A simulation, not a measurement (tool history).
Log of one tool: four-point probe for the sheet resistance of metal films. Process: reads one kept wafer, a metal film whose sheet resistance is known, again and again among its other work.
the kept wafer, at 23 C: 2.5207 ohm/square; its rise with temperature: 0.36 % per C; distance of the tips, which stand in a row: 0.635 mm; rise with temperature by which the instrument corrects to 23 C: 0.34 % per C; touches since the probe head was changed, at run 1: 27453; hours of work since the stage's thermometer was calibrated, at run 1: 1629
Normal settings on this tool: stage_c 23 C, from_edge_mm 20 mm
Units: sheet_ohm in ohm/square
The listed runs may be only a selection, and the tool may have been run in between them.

run    hour  stage_c  from_edge_mm  touches since the probe head was changed  hours of work since the stage's thermometer was calibrated  sheet_ohm
  1     0.0       23            20                                     27453                                                        1629   2.522758
  2    34.1       23            20                                     28913                                                        1654   2.522113
  3    74.1       23            20                                     30627                                                        1683   2.521877
  4   125.3       25            20                                     32820                                                        1721   2.522539
  5   163.6       23            17                                     34459                                                        1749   2.521636
      220.8  -- stage's thermometer calibrated
  6   231.7       23            17                                     37352                                                           8   2.515459
  7   265.4       24            17                                     38794                                                          33   2.515975
  8   315.4       24            17                                     40935                                                          69   2.515747
  9   343.5       24            17                                     42142                                                          90   2.515108
 10   383.7       24            17                                     43863                                                         120   2.513948
 11   417.5       23            20                                     45310                                                         144   2.513902
 12   460.3       23            20                                     47142                                                         176   2.513489
 13   526.6       23            20                                     49981                                                         224   2.512511
 14   561.0       23            20                                     51452                                                         250   2.512376
 15   599.9       22            20                                     53122                                                         278   2.512871
 16   642.6       23            20                                     54948                                                         309   2.512757
 17   685.3       23            20                                     56776                                                         341   2.512078
 18   740.9       23             5                                     59157                                                         382   2.531662
 19   794.3       23            20                                     61445                                                         421   2.511046
 20   839.7       23            20                                     63388                                                         454   2.511733
 21   886.6       31            20                                     65397                                                         489   2.512851
 22   933.4       31            20                                     67399                                                         523   2.512937
 23   967.3       31            20                                     68850                                                         548   2.512245
 24  1020.0       24            18                                     71109                                                         586   2.509822
 25  1051.5       19            57                                     72457                                                         609   2.506821
 26  1114.2       19            57                                     75141                                                         655   2.506092
 27  1155.6       29             5                                     76916                                                         686   2.531252
 28  1190.0       29             5                                     78388                                                         711   2.531033
 29  1258.2       26            38                                     81308                                                         761   2.508256
 30  1326.6       23            52                                     84238                                                         811   2.505630
     1352.0  -- new probe head fitted
 31  1366.4       27            24                                       621                                                         840   2.513908
 32  1430.2       24            36                                      3350                                                         887   2.512301
 33  1468.2       19            67                                      4976                                                         914   2.509562
 34  1523.0       19            67                                      7323                                                         955   2.509693
 35  1591.1       33             7                                     10243                                                        1005   2.525189
 36  1646.7       27             5                                     12623                                                        1045   2.532706
 37  1688.8       27             5                                     14424                                                        1076   2.532078
 38  1734.7       28             9                                     16388                                                        1110   2.518632
 39  1769.5       28             9                                     17880                                                        1136   2.516443
 40  1817.5       26             3                                     19937                                                        1171   2.568616
 41  1858.5       26             3                                     21693                                                        1201   2.568630
 42  1899.8       31             5                                     23458                                                        1231   2.532656
 43  1967.3       28            20                                     26348                                                        1281   2.509596
 44  2004.5       34             4                                     27943                                                        1308   2.544206

Here are 4 independent what-if runs from the current tool condition. What would each one return?
  A  2045.9       28            20                                     29717                                                        1338          ?
  B  2045.9       34            14                                     29717                                                        1338          ?
  C  2045.9       34             4                                     29717                                                        1338          ?
  D  2045.9       20            20                                     29717                                                        1338          ?

run  sheet_ohm
  A   2.510126
  B   2.513060
  C   2.544665
  D   2.506881
Without the tool's hidden state the same runs would have given:
run  sheet_ohm
  A   2.524016
  B   2.527038
  C   2.558802
  D   2.520653
